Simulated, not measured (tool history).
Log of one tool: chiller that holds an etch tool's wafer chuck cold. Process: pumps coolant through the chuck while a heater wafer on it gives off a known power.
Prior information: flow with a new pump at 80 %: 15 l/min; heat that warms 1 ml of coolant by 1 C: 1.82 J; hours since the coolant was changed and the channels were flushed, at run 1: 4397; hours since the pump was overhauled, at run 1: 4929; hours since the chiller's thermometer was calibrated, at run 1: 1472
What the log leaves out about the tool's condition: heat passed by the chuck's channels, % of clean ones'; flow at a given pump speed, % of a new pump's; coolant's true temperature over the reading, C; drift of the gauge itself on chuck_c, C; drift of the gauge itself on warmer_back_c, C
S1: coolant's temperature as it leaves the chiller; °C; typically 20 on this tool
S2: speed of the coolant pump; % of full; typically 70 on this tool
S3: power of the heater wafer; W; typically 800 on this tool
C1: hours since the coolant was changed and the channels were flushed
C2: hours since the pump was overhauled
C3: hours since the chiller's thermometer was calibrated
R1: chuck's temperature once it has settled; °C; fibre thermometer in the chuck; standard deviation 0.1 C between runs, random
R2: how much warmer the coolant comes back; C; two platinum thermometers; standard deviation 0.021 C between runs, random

run,hour,S1,S2,S3,C1,C2,C3,R1,R2
1,0.0,20,70,800,4397,4929,1472,25.1,2.04
2,88.6,20,70,800,4486,5017,1561,25.0,2.05
3,209.8,20,70,800,4607,5138,1682,25.1,2.00
4,302.5,20,70,800,4700,5231,1774,25.0,2.03
5,377.2,20,70,1022,4774,5306,1849,26.4,2.55
6,496.2,20,70,1022,4893,5425,1968,26.5,2.58
7,586.1,20,70,1022,4983,5515,2058,26.5,2.57
8,694.1,20,70,800,5091,5623,2166,24.9,1.99
9,860.6,20,70,800,5258,5789,2333,25.2,2.04
10,1036.9,20,64,800,5434,5966,2509,25.4,2.19
11,1147.7,20,93,800,5545,6076,2620,24.3,1.48
12,1272.3,20,93,800,5670,6201,2744,24.3,1.53
13,1439.9,16,70,800,5837,6369,2912,21.1,2.02
14,1544.2,24,85,1160,5941,6473,3016,30.5,2.42
15,1681.4,24,85,1160,6079,6610,3153,30.6,2.40
# hour 1713.7: chiller's thermometer calibrated
16,1788.1,19,81,907,6184,6716,74,24.3,1.96
17,1924.7,19,95,701,6321,6852,211,22.7,1.32
18,2041.8,12,70,800,6438,6970,328,17.0,2.02

Consider 4 possible next runs. They are alternatives, not a sequence: every one starts from the tool as it was left by run 18. What does each give?
A,2172.6,19,70,451,6569,7100,459,?,?
B,2172.6,17,84,800,6569,7100,459,?,?
C,2172.6,12,70,472,6569,7100,459,?,?
D,2172.6,12,68,800,6569,7100,459,?,?

run,R1,R2
A,21.9,1.12
B,21.5,1.69
C,14.9,1.19
D,17.2,2.06
With the hidden condition removed and each run's random variation left untouched, the same runs would have given:
run,R1,R2
A,21.9,1.12
B,21.5,1.69
C,14.8,1.18
D,17.2,2.05

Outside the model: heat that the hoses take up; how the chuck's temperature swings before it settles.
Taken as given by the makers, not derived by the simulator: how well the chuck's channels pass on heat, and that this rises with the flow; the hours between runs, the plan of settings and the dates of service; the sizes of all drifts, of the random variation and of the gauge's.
